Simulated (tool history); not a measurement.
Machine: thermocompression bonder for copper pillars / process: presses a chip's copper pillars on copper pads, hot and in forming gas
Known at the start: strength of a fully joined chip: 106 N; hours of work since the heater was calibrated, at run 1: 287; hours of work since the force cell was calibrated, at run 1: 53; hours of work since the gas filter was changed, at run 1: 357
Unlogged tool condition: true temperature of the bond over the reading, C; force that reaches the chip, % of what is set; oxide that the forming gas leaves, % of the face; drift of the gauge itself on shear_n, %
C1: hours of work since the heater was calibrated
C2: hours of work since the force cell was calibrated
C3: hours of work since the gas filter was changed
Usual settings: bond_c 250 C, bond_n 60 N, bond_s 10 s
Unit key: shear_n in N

{"run": 1, "hour": 0.0, "bond_c": 250, "bond_n": 60, "bond_s": 10, "C1": 287, "C2": 53, "C3": 357, "shear_n": 55.8}
{"run": 2, "hour": 6.9, "bond_c": 250, "bond_n": 60, "bond_s": 10, "C1": 291, "C2": 57, "C3": 361, "shear_n": 55.3}
{"run": 3, "hour": 14.7, "bond_c": 250, "bond_n": 60, "bond_s": 10, "C1": 296, "C2": 62, "C3": 365, "shear_n": 54.7}
{"run": 4, "hour": 24.8, "bond_c": 250, "bond_n": 60, "bond_s": 10, "C1": 301, "C2": 67, "C3": 371, "shear_n": 54.9}
{"run": 5, "hour": 36.4, "bond_c": 250, "bond_n": 60, "bond_s": 10, "C1": 308, "C2": 74, "C3": 377, "shear_n": 55.3}
{"run": 6, "hour": 47.1, "bond_c": 250, "bond_n": 60, "bond_s": 10, "C1": 314, "C2": 80, "C3": 383, "shear_n": 54.9}
{"run": 7, "hour": 53.4, "bond_c": 250, "bond_n": 59, "bond_s": 10, "C1": 318, "C2": 84, "C3": 387, "shear_n": 53.8}
{"run": 8, "hour": 62.3, "bond_c": 250, "bond_n": 59, "bond_s": 10, "C1": 323, "C2": 89, "C3": 392, "shear_n": 54}
{"run": 9, "hour": 70.7, "bond_c": 250, "bond_n": 60, "bond_s": 7, "C1": 328, "C2": 93, "C3": 397, "shear_n": 48.8}
{"run": 10, "hour": 80.8, "bond_c": 250, "bond_n": 60, "bond_s": 7, "C1": 333, "C2": 99, "C3": 403, "shear_n": 48.4}
{"run": 11, "hour": 89.8, "bond_c": 250, "bond_n": 60, "bond_s": 20, "C1": 338, "C2": 104, "C3": 408, "shear_n": 67}
{"run": 12, "hour": 96.4, "bond_c": 250, "bond_n": 60, "bond_s": 20, "C1": 342, "C2": 108, "C3": 412, "shear_n": 66.4}
{"run": 13, "hour": 107.2, "bond_c": 250, "bond_n": 60, "bond_s": 20, "C1": 348, "C2": 114, "C3": 418, "shear_n": 66.8}
{"hour": 109.4, "done": "force cell calibrated"}
{"run": 14, "hour": 115.8, "bond_c": 250, "bond_n": 60, "bond_s": 8, "C1": 352, "C2": 4, "C3": 422, "shear_n": 50.1}
{"run": 15, "hour": 121.6, "bond_c": 250, "bond_n": 60, "bond_s": 8, "C1": 356, "C2": 7, "C3": 425, "shear_n": 50.3}
{"hour": 124.2, "done": "forming gas filter changed"}
{"run": 16, "hour": 127.6, "bond_c": 250, "bond_n": 51, "bond_s": 8, "C1": 359, "C2": 10, "C3": 2, "shear_n": 47.8}
{"run": 17, "hour": 133.7, "bond_c": 250, "bond_n": 43, "bond_s": 10, "C1": 362, "C2": 14, "C3": 5, "shear_n": 46.4}
{"run": 18, "hour": 145.3, "bond_c": 250, "bond_n": 43, "bond_s": 10, "C1": 369, "C2": 20, "C3": 12, "shear_n": 46.3}
{"run": 19, "hour": 156.3, "bond_c": 271, "bond_n": 60, "bond_s": 10, "C1": 375, "C2": 26, "C3": 18, "shear_n": 72.8}
{"run": 20, "hour": 166.7, "bond_c": 271, "bond_n": 60, "bond_s": 10, "C1": 381, "C2": 32, "C3": 24, "shear_n": 73.1}
{"run": 21, "hour": 179.8, "bond_c": 273, "bond_n": 65, "bond_s": 9, "C1": 388, "C2": 40, "C3": 32, "shear_n": 75.8}
{"hour": 187.3, "done": "force cell calibrated, once more"}
{"run": 22, "hour": 192.5, "bond_c": 273, "bond_n": 65, "bond_s": 9, "C1": 395, "C2": 3, "C3": 38, "shear_n": 74.6}
{"run": 23, "hour": 201.5, "bond_c": 273, "bond_n": 65, "bond_s": 9, "C1": 400, "C2": 8, "C3": 43, "shear_n": 73.5}
{"run": 24, "hour": 211.8, "bond_c": 273, "bond_n": 65, "bond_s": 9, "C1": 406, "C2": 14, "C3": 49, "shear_n": 74.3}
{"run": 25, "hour": 223.8, "bond_c": 273, "bond_n": 76, "bond_s": 28, "C1": 412, "C2": 21, "C3": 56, "shear_n": 95.8}
{"run": 26, "hour": 232.3, "bond_c": 251, "bond_n": 47, "bond_s": 30, "C1": 417, "C2": 26, "C3": 61, "shear_n": 69.1}
{"run": 27, "hour": 243.4, "bond_c": 278, "bond_n": 70, "bond_s": 30, "C1": 424, "C2": 32, "C3": 67, "shear_n": 96}
{"run": 28, "hour": 255.9, "bond_c": 278, "bond_n": 70, "bond_s": 30, "C1": 431, "C2": 39, "C3": 74, "shear_n": 96.2}
{"run": 29, "hour": 267.0, "bond_c": 272, "bond_n": 70, "bond_s": 15, "C1": 437, "C2": 45, "C3": 80, "shear_n": 85.3}
{"run": 30, "hour": 274.2, "bond_c": 233, "bond_n": 56, "bond_s": 18, "C1": 441, "C2": 49, "C3": 84, "shear_n": 52.9}
{"run": 31, "hour": 283.8, "bond_c": 231, "bond_n": 89, "bond_s": 26, "C1": 447, "C2": 55, "C3": 90, "shear_n": 75.3}
{"run": 32, "hour": 292.5, "bond_c": 231, "bond_n": 89, "bond_s": 26, "C1": 451, "C2": 60, "C3": 95, "shear_n": 75.3}
{"run": 33, "hour": 300.8, "bond_c": 231, "bond_n": 89, "bond_s": 26, "C1": 456, "C2": 64, "C3": 99, "shear_n": 75.3}
{"run": 34, "hour": 306.4, "bond_c": 268, "bond_n": 69, "bond_s": 28, "C1": 459, "C2": 68, "C3": 103, "shear_n": 91}
{"run": 35, "hour": 316.1, "bond_c": 268, "bond_n": 69, "bond_s": 28, "C1": 465, "C2": 73, "C3": 108, "shear_n": 91.5}
{"run": 36, "hour": 325.6, "bond_c": 268, "bond_n": 69, "bond_s": 28, "C1": 470, "C2": 79, "C3": 114, "shear_n": 89.9}
{"run": 37, "hour": 332.5, "bond_c": 268, "bond_n": 69, "bond_s": 28, "C1": 474, "C2": 82, "C3": 117, "shear_n": 90.7}
{"run": 38, "hour": 345.8, "bond_c": 268, "bond_n": 69, "bond_s": 28, "C1": 482, "C2": 90, "C3": 125, "shear_n": 90.6}
{"run": 39, "hour": 351.8, "bond_c": 232, "bond_n": 45, "bond_s": 28, "C1": 485, "C2": 93, "C3": 128, "shear_n": 51.7}

Each row is a separate what-if for the run after 39, all from the same tool condition, not one after another. Results?
{"run": "A", "hour": 360.5, "bond_c": 232, "bond_n": 45, "bond_s": 7, "C1": 490, "C2": 98, "C3": 133, "shear_n": "?"}
{"run": "B", "hour": 360.5, "bond_c": 224, "bond_n": 49, "bond_s": 28, "C1": 490, "C2": 98, "C3": 133, "shear_n": "?"}
{"run": "C", "hour": 360.5, "bond_c": 250, "bond_n": 84, "bond_s": 10, "C1": 490, "C2": 98, "C3": 133, "shear_n": "?"}

run=A shear_n=30.2
run=B shear_n=49.1
run=C shear_n=68.5
Stripped of hidden state, with their random variation kept, the same runs would have yielded:
run=A shear_n=31.8
run=B shear_n=51.5
run=C shear_n=71.3
